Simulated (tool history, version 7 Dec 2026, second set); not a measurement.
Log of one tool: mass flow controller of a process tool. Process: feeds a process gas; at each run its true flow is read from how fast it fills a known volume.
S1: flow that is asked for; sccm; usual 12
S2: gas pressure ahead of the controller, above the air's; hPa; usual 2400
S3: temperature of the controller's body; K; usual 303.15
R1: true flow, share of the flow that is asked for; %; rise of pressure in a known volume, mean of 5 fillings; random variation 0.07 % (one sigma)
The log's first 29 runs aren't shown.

Run 30, hour 3082.9: usual settings but S1 3 sccm, S2 2660 hPa, S3 299.15 K. Result: R1 101.68 %.
Run 31, hour 3162.4: usual settings but S1 3 sccm, S2 1920 hPa. Result: R1 101.48 %.
Run 32, hour 3245.8: usual settings but S1 3 sccm, S2 2130 hPa. Result: R1 101.44 %.
Run 33, hour 3336.1: usual settings but S1 3 sccm, S2 2130 hPa. Result: R1 101.59 %.
Run 34, hour 3461.6: usual settings but S1 3 sccm, S2 2130 hPa. Result: R1 101.48 %.
Run 35, hour 3551.1: usual settings but S1 3 sccm, S2 2130 hPa. Result: R1 101.74 %.
Run 36, hour 3676.8: usual settings but S1 3 sccm, S2 1640 hPa, S3 300.15 K. Result: R1 102.05 %.
Run 37, hour 3790.8: usual settings but S1 3 sccm, S2 1640 hPa, S3 300.15 K. Result: R1 102.28 %.
Run 38, hour 3885.7: usual settings but S1 3 sccm, S2 2770 hPa, S3 296.15 K. Result: R1 102.47 %.
Run 39, hour 3983: usual settings but S1 3 sccm, S2 2770 hPa, S3 296.15 K. Result: R1 102.5 %.
Run 40, hour 4049.8: usual settings but S1 3 sccm, S2 2770 hPa, S3 296.15 K. Result: R1 102.48 %.
Run 41, hour 4139: usual settings but S1 3 sccm, S2 2770 hPa, S3 296.15 K. Result: R1 102.61 %.
At hour 4235.1: gauge calibrated.
Run 42, hour 4236.9: usual settings but S1 3 sccm, S2 2770 hPa, S3 296.15 K. Result: R1 99.73 %.
Run 43, hour 4329.6: usual settings but S1 16 sccm. Result: R1 99.42 %.
Run 44, hour 4442.4: usual settings but S2 1590 hPa, S3 306.15 K. Result: R1 99.38 %.
Run 45, hour 4514.1: usual settings but S1 13 sccm, S2 2540 hPa, S3 309.15 K. Result: R1 98.98 %.
Run 46, hour 4643.6: usual settings but S1 13 sccm, S2 2540 hPa, S3 296.15 K. Result: R1 100.29 %.
Run 47, hour 4712.1: usual settings but S1 9 sccm, S2 2540 hPa, S3 304.15 K. Result: R1 99.5 %.
Run 48, hour 4856.5: usual settings but S1 2 sccm, S2 2540 hPa, S3 294.15 K. Result: R1 100.39 %.
Run 49, hour 4950: usual settings but S1 6 sccm, S2 2280 hPa, S3 294.15 K. Result: R1 100.69 %.

Forecast each of these 3 alternatives for the next run:
Run A, hour 5048.7: usual settings but S1 11 sccm, S2 2280 hPa. Result: R1 ?.
Run B, hour 5048.7: usual settings but S1 4 sccm, S2 2070 hPa. Result: R1 ?.
Run C, hour 5048.7: usual settings but S1 6 sccm, S2 1710 hPa, S3 301.15 K. Result: R1 ?.

run      R1
  A   99.92
  B   99.82
  C  100.18
Without the tool's hidden state the same runs would have given:
run     R1
  A  99.35
  B  99.26
  C  99.61
